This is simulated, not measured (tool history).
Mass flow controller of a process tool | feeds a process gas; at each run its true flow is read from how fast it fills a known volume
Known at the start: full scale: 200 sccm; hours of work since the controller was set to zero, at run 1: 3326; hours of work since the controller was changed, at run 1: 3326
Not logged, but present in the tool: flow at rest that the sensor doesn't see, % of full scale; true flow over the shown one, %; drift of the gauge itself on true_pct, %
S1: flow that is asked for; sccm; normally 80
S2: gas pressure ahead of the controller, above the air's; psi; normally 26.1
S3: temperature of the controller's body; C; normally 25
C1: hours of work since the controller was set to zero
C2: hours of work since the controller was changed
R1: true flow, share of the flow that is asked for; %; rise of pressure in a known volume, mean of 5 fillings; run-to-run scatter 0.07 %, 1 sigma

run    hour  S1    S2  S3    C1    C2     R1
  1     0.0  80  26.1  25  3326  3326  97.52
  2   148.4  80  26.1  25  3408  3408  97.58
  3   249.9  80  26.1  31  3463  3463  97.16
  4   417.7  80  26.1  25  3555  3555  97.51
  5   507.1  80  26.1  25  3603  3603  97.48
  6   637.4  80  26.1  22  3675  3675  97.66
  7   792.8  80  26.1  22  3759  3759  97.67
  8   873.1  80  26.1  22  3803  3803  97.62
  9   987.2  80  26.1  22  3866  3866  97.71
 10  1115.3  80  26.1  22  3936  3936  97.52
 11  1252.3  80  26.1  32  4010  4010  97.13
 12  1327.1  80  26.1  32  4051  4051  97.15
 13  1485.0  80  32.2  30  4138  4138  96.87
 14  1636.5  80  32.2  30  4220  4220  96.85
 15  1721.8  80  31.0  24  4267  4267  97.34

The next listed run, before its measurement:
 16  1868.4  86  34.1  36  4347  4347   ?

Run 16 gave R1 96.61 %.
Were there no unlogged condition in the tool, this run, its random variation unchanged, would have produced R1 97.33 %.
